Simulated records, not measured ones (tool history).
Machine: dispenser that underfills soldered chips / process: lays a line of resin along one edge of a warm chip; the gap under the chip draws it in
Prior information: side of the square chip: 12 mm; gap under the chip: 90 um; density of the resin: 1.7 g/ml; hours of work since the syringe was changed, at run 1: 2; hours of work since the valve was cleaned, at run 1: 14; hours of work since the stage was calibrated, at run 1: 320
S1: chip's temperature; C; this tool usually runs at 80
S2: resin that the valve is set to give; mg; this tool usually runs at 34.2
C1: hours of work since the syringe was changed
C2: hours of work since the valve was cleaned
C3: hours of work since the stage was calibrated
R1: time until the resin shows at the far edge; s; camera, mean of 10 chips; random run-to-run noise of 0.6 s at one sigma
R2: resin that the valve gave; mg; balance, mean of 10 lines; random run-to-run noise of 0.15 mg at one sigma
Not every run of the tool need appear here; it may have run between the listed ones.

Run 1, hour 0: usual settings; C1 2; C2 14; C3 320. Result: R1 67.5 s, R2 33.72 mg.
At hour 6: new syringe of resin.
Run 2, hour 10.5: usual settings but S1 79 C; C1 3; C2 20; C3 327. Result: R1 70.3 s, R2 33.68 mg.
At hour 15.9: new syringe of resin.
Run 3, hour 17.9: usual settings but S1 79 C; C1 1; C2 24; C3 331. Result: R1 64.1 s, R2 33.47 mg.
At hour 25.7: new syringe of resin.
Run 4, hour 28.2: usual settings; C1 2; C2 31; C3 337. Result: R1 64 s, R2 33.25 mg.
At hour 35.3: new syringe of resin.
Run 5, hour 39.7: usual settings; C1 3; C2 37; C3 344. Result: R1 68.4 s, R2 32.94 mg.
At hour 45.5: new syringe of resin.
At hour 56: new syringe of resin.
Run 6, hour 57.1: usual settings; C1 1; C2 48; C3 355. Result: R1 61.3 s, R2 32.51 mg.
Run 7, hour 64.7: usual settings but S1 74 C; C1 5; C2 53; C3 359. Result: R1 114.8 s, R2 32.21 mg.
At hour 66.7: new syringe of resin.
At hour 76.6: new syringe of resin.
Run 8, hour 79.3: usual settings but S1 74 C; C1 2; C2 61; C3 368. Result: R1 85.7 s, R2 32.24 mg.
At hour 86.2: dispensing valve cleaned and set on the balance.
At hour 87.5: new syringe of resin.
Run 9, hour 89.8: usual settings but S1 74 C; C1 1; C2 2; C3 374. Result: R1 85 s, R2 34.44 mg.
At hour 97.2: new syringe of resin.
Run 10, hour 97.2: usual settings but S1 74 C; C1 0; C2 6; C3 378. Result: R1 78.1 s, R2 33.93 mg.
At hour 107.3: new syringe of resin.
Run 11, hour 107.3: usual settings but S1 74 C; C1 0; C2 13; C3 384. Result: R1 74.7 s, R2 33.86 mg.
At hour 118: new syringe of resin.
Run 12, hour 118.8: usual settings; C1 1; C2 19; C3 391. Result: R1 59.8 s, R2 33.64 mg.
At hour 127.5: new syringe of resin.
Run 13, hour 130.1: usual settings; C1 2; C2 26; C3 398. Result: R1 65.4 s, R2 33.04 mg.
At hour 137.9: new syringe of resin.
Run 14, hour 144.8: usual settings; C1 4; C2 35; C3 407. Result: R1 81 s, R2 33.2 mg.
At hour 147.8: new syringe of resin.
At hour 157.2: new syringe of resin.
At hour 158.2: stage's temperature calibrated.
Run 15, hour 162.3: usual settings but S1 85 C; C1 3; C2 45; C3 3. Result: R1 49.8 s, R2 32.53 mg.
At hour 168.3: new syringe of resin.
Run 16, hour 171.3: usual settings but S1 85 C, S2 36.1 mg; C1 2; C2 50; C3 8. Result: R1 45.9 s, R2 34.21 mg.
At hour 178.7: new syringe of resin.
Run 17, hour 186.2: usual settings but S1 85 C, S2 36.1 mg; C1 5; C2 59; C3 17. Result: R1 57.7 s, R2 33.96 mg.
At hour 188.7: new syringe of resin.
At hour 196.5: dispensing valve cleaned and set on the balance.
At hour 199.2: new syringe of resin.
Run 18, hour 199.9: usual settings but S1 90 C, S2 36.5 mg; C1 0; C2 2; C3 24. Result: R1 33.6 s, R2 36.72 mg.
At hour 209.5: new syringe of resin.
Run 19, hour 217: usual settings but S1 85 C, S2 33.9 mg; C1 5; C2 12; C3 35. Result: R1 57.4 s, R2 33.7 mg.
At hour 220: new syringe of resin.
At hour 229.6: new syringe of resin.
Run 20, hour 234.6: usual settings but S1 68 C, S2 34 mg; C1 3; C2 23; C3 45. Result: R1 114.8 s, R2 33.17 mg.
At hour 239.1: new syringe of resin.
At hour 248.5: new syringe of resin.
Run 21, hour 252.5: usual settings but S1 71 C, S2 35.8 mg; C1 2; C2 34; C3 56. Result: R1 94.2 s, R2 34.62 mg.
At hour 259: new syringe of resin.
Run 22, hour 264.6: usual settings but S1 92 C, S2 36.3 mg; C1 3; C2 41; C3 63. Result: R1 39.3 s, R2 34.98 mg.
At hour 269.6: new syringe of resin.
Run 23, hour 273.8: usual settings but S1 71 C, S2 42.1 mg; C1 3; C2 46; C3 69. Result: R1 94.8 s, R2 40.21 mg.
At hour 279.2: new syringe of resin.
At hour 289.2: new syringe of resin.
Run 24, hour 290.1: usual settings but S1 71 C, S2 42.1 mg; C1 1; C2 56; C3 79. Result: R1 80.5 s, R2 39.81 mg.
Run 25, hour 298.1: usual settings but S1 74 C, S2 32.8 mg; C1 6; C2 61; C3 84. Result: R1 106.1 s, R2 31.14 mg.
At hour 299.5: new syringe of resin.
At hour 305.5: dispensing valve cleaned and set on the balance.
At hour 310.1: new syringe of resin.
Run 26, hour 311.5: usual settings but S1 74 C, S2 32.8 mg; C1 1; C2 4; C3 91. Result: R1 73.7 s, R2 32.63 mg.
At hour 320: new syringe of resin.
Run 27, hour 321.8: usual settings but S1 74 C, S2 32.8 mg; C1 1; C2 10; C3 97. Result: R1 74.9 s, R2 32.44 mg.
At hour 329.5: new syringe of resin.
Run 28, hour 337.7: usual settings but S1 94 C, S2 34.3 mg; C1 5; C2 19; C3 107. Result: R1 41.3 s, R2 33.73 mg.
At hour 339.4: new syringe of resin.
At hour 348.9: new syringe of resin.
Run 29, hour 353.1: usual settings but S1 75 C, S2 44.4 mg; C1 3; C2 29; C3 116. Result: R1 78.5 s, R2 43.31 mg.
At hour 358.3: new syringe of resin.
Run 30, hour 360.8: usual settings but S1 82 C, S2 43.4 mg; C1 2; C2 33; C3 121. Result: R1 53.4 s, R2 42.12 mg.
At hour 367.7: new syringe of resin.
At hour 377.3: new syringe of resin.
Run 31, hour 378.4: usual settings but S1 82 C, S2 43.4 mg; C1 1; C2 44; C3 131. Result: R1 49.7 s, R2 41.47 mg.
Run 32, hour 385.8: usual settings but S1 82 C, S2 43.4 mg; C1 5; C2 48; C3 136. Result: R1 69.5 s, R2 41.3 mg.
At hour 387.4: new syringe of resin.
At hour 398.2: new syringe of resin.
Run 33, hour 398.4: usual settings but S2 29.9 mg; C1 0; C2 56; C3 143. Result: R1 54.4 s, R2 28.19 mg.

3 options for the next run, each taken on its own from the tool as it stands now. Forecast them:
At hour 408.4: new syringe of resin.
At hour 415.3: dispensing valve cleaned and set on the balance.
Run A, hour 415.3: usual settings but S1 72 C, S2 43.4 mg; C1 4; C2 0; C3 153. Result: R1 ?, R2 ?.
At hour 408.4: new syringe of resin.
At hour 415.3: dispensing valve cleaned and set on the balance.
Run B, hour 415.3: usual settings but S1 71 C; C1 4; C2 0; C3 153. Result: R1 ?, R2 ?.
At hour 408.4: new syringe of resin.
At hour 415.3: dispensing valve cleaned and set on the balance.
Run C, hour 415.3: usual settings but S1 88 C, S2 30 mg; C1 4; C2 0; C3 153. Result: R1 ?, R2 ?.

run     R1     R2
  A   99.6  43.42
  B  107.2  34.29
  C   50.7  29.95
What these runs would have given with no unlogged condition in the tool:
run    R1     R2
  A  73.4  43.41
  B    79  34.28
  C  37.6  29.94
